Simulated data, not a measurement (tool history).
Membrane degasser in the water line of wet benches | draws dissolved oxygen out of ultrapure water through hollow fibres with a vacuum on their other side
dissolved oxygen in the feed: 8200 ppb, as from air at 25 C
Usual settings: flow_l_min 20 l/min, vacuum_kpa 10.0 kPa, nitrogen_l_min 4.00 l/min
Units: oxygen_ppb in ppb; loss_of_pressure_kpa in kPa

run   hour  flow_l_min  vacuum_kpa  nitrogen_l_min  oxygen_ppb  loss_of_pressure_kpa
  1    0.0          20        10.0            4.00       114.2                 50.82
  2   38.2          20        10.0            4.00       112.1                 50.48
  3   90.5          20        10.0            4.00       114.3                 50.86
  4  169.2          20        10.0            4.00       114.4                 50.77
  5  242.6          20        10.0            4.00       114.3                 50.58
  6  307.6          20        10.0            4.00       112.9                 50.73
  7  381.2          20        10.0            4.00       113.5                 51.19
  8  430.2          20        10.0            4.00       116.3                 50.54
  9  480.6          20        10.0            4.00       114.6                 50.29
     487.0  -- vacuum gauge calibrated
 10  550.5          20        22.4            3.99       260.6                 50.86
 11  625.0          20        22.4            3.99       260.2                 51.04
 12  677.7          20        10.0            3.14       137.5                 50.89
     702.9  -- vacuum gauge calibrated, once more
 13  753.6          32        11.9            1.80       414.4                 81.62
 14  810.1          32        23.6            4.32       427.7                 81.22
 15  848.0          32        23.6            4.32       423.9                 81.72
 16  921.6          32        23.6            4.32       429.8                 81.74

5 ways to go on from here, each from the tool as it stands after run 16. What would each give?
  A  999.2          13        23.6            2.84           ?                     ?
  B  999.2          24         8.5            9.27           ?                     ?
  C  999.2          20        23.3            4.00           ?                     ?
  D  999.2          15        23.6            4.32           ?                     ?
  E  999.2          18         7.8            2.84           ?                     ?

run  oxygen_ppb  loss_of_pressure_kpa
  A       240.5                 33.09
  B        83.3                 60.92
  C       271.8                 50.88
  D       189.9                 38.33
  E        98.3                 45.90
Without the tool's hidden state the same runs would have given:
run  oxygen_ppb  loss_of_pressure_kpa
  A       234.3                 31.59
  B        72.3                 58.15
  C       262.3                 48.56
  D       183.6                 36.58
  E        91.2                 43.80

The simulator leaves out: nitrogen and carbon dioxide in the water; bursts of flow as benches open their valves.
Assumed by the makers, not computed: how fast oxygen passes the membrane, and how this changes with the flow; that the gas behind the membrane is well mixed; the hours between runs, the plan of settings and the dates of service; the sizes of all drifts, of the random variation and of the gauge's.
